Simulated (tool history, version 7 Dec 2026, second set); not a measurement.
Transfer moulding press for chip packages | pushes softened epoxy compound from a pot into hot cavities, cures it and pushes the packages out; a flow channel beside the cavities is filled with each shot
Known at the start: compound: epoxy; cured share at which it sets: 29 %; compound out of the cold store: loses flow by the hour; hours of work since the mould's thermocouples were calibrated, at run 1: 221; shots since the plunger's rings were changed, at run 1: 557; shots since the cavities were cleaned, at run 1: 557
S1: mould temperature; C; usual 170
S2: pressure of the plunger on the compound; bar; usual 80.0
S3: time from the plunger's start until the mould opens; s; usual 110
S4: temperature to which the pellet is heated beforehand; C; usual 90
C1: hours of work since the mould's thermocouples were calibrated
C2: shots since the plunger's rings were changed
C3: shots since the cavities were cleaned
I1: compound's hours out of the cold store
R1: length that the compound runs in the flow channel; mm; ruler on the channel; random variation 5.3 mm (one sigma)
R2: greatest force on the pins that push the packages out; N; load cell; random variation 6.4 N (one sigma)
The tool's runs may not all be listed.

run 1 day=0.000 | S1=170 S2=80.0 S3=110 S4=90 | C1=221 C2=557 C3=557 | I1=10.8 | R1=671 R2=373
-- day=0.758 cavities cleaned with cleaning compound and waxed
run 2 day=2.129 | S1=163 S2=80.0 S3=110 S4=90 | C1=245 C2=959 C3=267 | I1=40.6 | R1=603 R2=487
-- day=4.242 cavities cleaned with cleaning compound and waxed
run 3 day=4.525 | S1=170 S2=80.0 S3=110 S4=94 | C1=272 C2=1414 C3=56 | I1=39.3 | R1=569 R2=264
run 4 day=6.750 | S1=170 S2=80.0 S3=110 S4=93 | C1=298 C2=1847 C3=489 | I1=21.7 | R1=609 R2=336
-- day=7.742 cavities cleaned with cleaning compound and waxed
run 5 day=8.325 | S1=170 S2=80.0 S3=110 S4=93 | C1=316 C2=2142 C3=115 | I1=28.3 | R1=580 R2=280
run 6 day=9.821 | S1=169 S2=80.0 S3=110 S4=90 | C1=333 C2=2432 C3=405 | I1=24.1 | R1=597 R2=355
run 7 day=10.867 | S1=169 S2=98.0 S3=110 S4=90 | C1=345 C2=2636 C3=609 | I1=14.0 | R1=711 R2=376
-- day=11.262 cavities cleaned with cleaning compound and waxed
run 8 day=12.746 | S1=169 S2=98.0 S3=110 S4=90 | C1=367 C2=2990 C3=289 | I1=20.1 | R1=665 R2=339
run 9 day=14.475 | S1=169 S2=98.0 S3=110 S4=90 | C1=387 C2=3327 C3=626 | I1=16.9 | R1=668 R2=387
-- day=14.817 cavities cleaned with cleaning compound and waxed
run 10 day=16.288 | S1=169 S2=98.0 S3=110 S4=90 | C1=407 C2=3667 C3=286 | I1=13.3 | R1=678 R2=351
-- day=18.417 cavities cleaned with cleaning compound and waxed
run 11 day=18.754 | S1=170 S2=80.0 S3=94 S4=90 | C1=435 C2=4135 C3=66 | I1=19.8 | R1=590 R2=346
run 12 day=20.321 | S1=170 S2=75.6 S3=94 S4=90 | C1=453 C2=4440 C3=371 | I1=45.7 | R1=490 R2=388
run 13 day=21.629 | S1=170 S2=80.0 S3=110 S4=90 | C1=468 C2=4694 C3=625 | I1=11.9 | R1=602 R2=368
-- day=21.908 cavities cleaned with cleaning compound and waxed
run 14 day=23.912 | S1=170 S2=80.0 S3=138 S4=90 | C1=494 C2=5127 C3=390 | I1=23.4 | R1=560 R2=288
run 15 day=25.029 | S1=170 S2=80.0 S3=109 S4=86 | C1=507 C2=5344 C3=607 | I1=9.9 | R1=595 R2=362
-- day=25.458 cavities cleaned with cleaning compound and waxed
run 16 day=27.667 | S1=162 S2=77.8 S3=109 S4=86 | C1=537 C2=5846 C3=430 | I1=14.4 | R1=603 R2=663
-- day=28.450 mould's thermocouples calibrated
-- day=29.008 cavities cleaned with cleaning compound and waxed
-- day=29.146 plunger's sealing rings changed
run 17 day=29.146 | S1=170 S2=92.0 S3=110 S4=90 | C1=6 C2=0 C3=6 | I1=27.5 | R1=666 R2=263
run 18 day=30.854 | S1=170 S2=92.0 S3=139 S4=98 | C1=26 C2=333 C3=339 | I1=8.4 | R1=719 R2=284
-- day=32.708 cavities cleaned with cleaning compound and waxed
run 19 day=33.312 | S1=170 S2=92.0 S3=139 S4=98 | C1=54 C2=799 C3=117 | I1=13.6 | R1=699 R2=244
run 20 day=35.567 | S1=170 S2=80.0 S3=110 S4=80 | C1=80 C2=1238 C3=556 | I1=40.1 | R1=553 R2=354
-- day=36.254 cavities cleaned with cleaning compound and waxed
run 21 day=37.054 | S1=170 S2=62.2 S3=110 S4=100 | C1=97 C2=1515 C3=156 | I1=33.6 | R1=507 R2=280
run 22 day=39.617 | S1=170 S2=80.0 S3=103 S4=90 | C1=126 C2=2014 C3=655 | I1=40.3 | R1=556 R2=384
-- day=39.846 cavities cleaned with cleaning compound and waxed
run 23 day=41.883 | S1=170 S2=80.0 S3=103 S4=90 | C1=152 C2=2443 C3=397 | I1=19.0 | R1=620 R2=386
run 24 day=42.921 | S1=170 S2=80.0 S3=103 S4=90 | C1=164 C2=2645 C3=599 | I1=22.1 | R1=605 R2=395
-- day=43.400 cavities cleaned with cleaning compound and waxed
run 25 day=44.600 | S1=164 S2=63.8 S3=110 S4=90 | C1=183 C2=2960 C3=234 | I1=34.2 | R1=524 R2=440
-- day=46.862 cavities cleaned with cleaning compound and waxed
run 26 day=46.862 | S1=164 S2=64.4 S3=110 S4=85 | C1=209 C2=3388 C3=0 | I1=30.9 | R1=527 R2=394

The next listed run, before its measurement:
run 27 day=47.950 | S1=166 S2=64.4 S3=130 S4=85 | C1=221 C2=3600 C3=212 | I1=15.0 | R1=? R2=?

{"run 27": {"R1": 561, "R2": 320}}
Without the tool's hidden state the same run would have given R1 605 mm, R2 266 N.
